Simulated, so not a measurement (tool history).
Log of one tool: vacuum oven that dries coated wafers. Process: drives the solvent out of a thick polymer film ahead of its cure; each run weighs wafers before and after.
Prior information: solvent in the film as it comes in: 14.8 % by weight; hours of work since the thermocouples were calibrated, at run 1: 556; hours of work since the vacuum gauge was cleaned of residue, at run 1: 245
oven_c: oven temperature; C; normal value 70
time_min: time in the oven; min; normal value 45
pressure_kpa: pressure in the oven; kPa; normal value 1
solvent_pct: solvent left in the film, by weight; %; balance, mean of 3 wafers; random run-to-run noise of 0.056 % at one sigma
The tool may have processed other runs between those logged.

| run | hour | oven_c | time_min | pressure_kpa | hours of work since the thermocouples were calibrated | hours of work since the vacuum gauge was cleaned of residue | solvent_pct |
|---|---|---|---|---|---|---|---|
| 1 | 0 | 70 | 45 | 1 | 556 | 245 | 2.45 |
| 2 | 36.3 | 70 | 45 | 1 | 579 | 268 | 2.52 |
| 3 | 69.6 | 70 | 45 | 1 | 600 | 289 | 2.54 |
| 4 | 93.8 | 70 | 45 | 0.61 | 615 | 304 | 2.05 |
| 5 | 119.9 | 70 | 45 | 0.61 | 632 | 320 | 1.96 |
| 6 | 151.1 | 70 | 45 | 0.61 | 652 | 340 | 2.04 |
| 7 | 172.9 | 70 | 45 | 1 | 665 | 354 | 2.42 |
| 8 | 191.4 | 70 | 45 | 1 | 677 | 366 | 2.5 |
| 9 | 222.8 | 70 | 45 | 1 | 697 | 386 | 2.45 |
| 10 | 250.5 | 70 | 45 | 1 | 714 | 403 | 2.53 |
| 11 | 278.5 | 70 | 45 | 1 | 732 | 421 | 2.46 |
| 12 | 307.3 | 70 | 45 | 1 | 750 | 439 | 2.43 |
| 13 | 327.5 | 70 | 45 | 1 | 763 | 452 | 2.43 |
| 14 | 359 | 79 | 45 | 1 | 783 | 472 | 1.16 |
| 15 | 379.3 | 79 | 45 | 1 | 796 | 485 | 1.1 |
| 16 | 394.6 | 60 | 45 | 1 | 806 | 494 | 5.8 |
| 17 | 430.2 | 60 | 45 | 1 | 828 | 517 | 5.69 |
| 18 | 452.9 | 70 | 45 | 0.52 | 842 | 531 | 1.82 |
| 19 | 479 | 70 | 42 | 1 | 859 | 548 | 2.73 |
| 20 | 504.6 | 70 | 45 | 1 | 875 | 564 | 2.43 |
| 21 | 537.3 | 70 | 45 | 1 | 896 | 584 | 2.5 |
| 22 | 568.6 | 70 | 43 | 0.7 | 916 | 604 | 2.25 |
| 23 | 592.1 | 57 | 48 | 3.37 | 930 | 619 | 10.38 |
|  | 608 | oven's thermocouples calibrated |
| 24 | 628.5 | 57 | 48 | 1.1 | 13 | 641 | 6.73 |
| 25 | 650.9 | 56 | 45 | 0.94 | 27 | 655 | 7.04 |
| 26 | 671.6 | 56 | 45 | 0.94 | 40 | 668 | 7.1 |
| 27 | 695.9 | 85 | 45 | 0.94 | 56 | 683 | 0.88 |
| 28 | 720.8 | 85 | 45 | 0.94 | 71 | 699 | 0.72 |
| 29 | 749.4 | 85 | 45 | 0.94 | 89 | 717 | 0.71 |
| 30 | 783.9 | 85 | 45 | 0.94 | 111 | 739 | 0.79 |
| 31 | 813.3 | 70 | 44 | 0.65 | 130 | 758 | 2.12 |
| 32 | 847.6 | 60 | 28 | 0.65 | 151 | 779 | 7.04 |
| 33 | 868.8 | 70 | 37 | 1.09 | 165 | 793 | 3.18 |
| 34 | 901.8 | 70 | 37 | 1.09 | 186 | 814 | 3.2 |
| 35 | 925.7 | 76 | 37 | 1 | 201 | 829 | 1.7 |
| 36 | 948.2 | 76 | 37 | 1 | 215 | 843 | 1.73 |
| 37 | 976.7 | 76 | 37 | 1 | 233 | 861 | 1.67 |
| 38 | 1010.5 | 70 | 45 | 2.22 | 255 | 882 | 3.98 |
| 39 | 1039.7 | 70 | 45 | 2.22 | 273 | 901 | 4.06 |
| 40 | 1061.2 | 62 | 42 | 2.22 | 287 | 914 | 7.09 |
| 41 | 1088.9 | 62 | 42 | 0.5 | 304 | 932 | 4.42 |
| 42 | 1110 | 70 | 45 | 0.61 | 317 | 945 | 1.91 |

Describe how what the log doesn't record of the tool's condition differs between the last listed run preceding each entry between runs and the first listed run following it.
From run 23 to run 24: oven's thermocouples calibrated (hour 608)
  true pressure over the reading, kPa: 0.004 -> 0.005
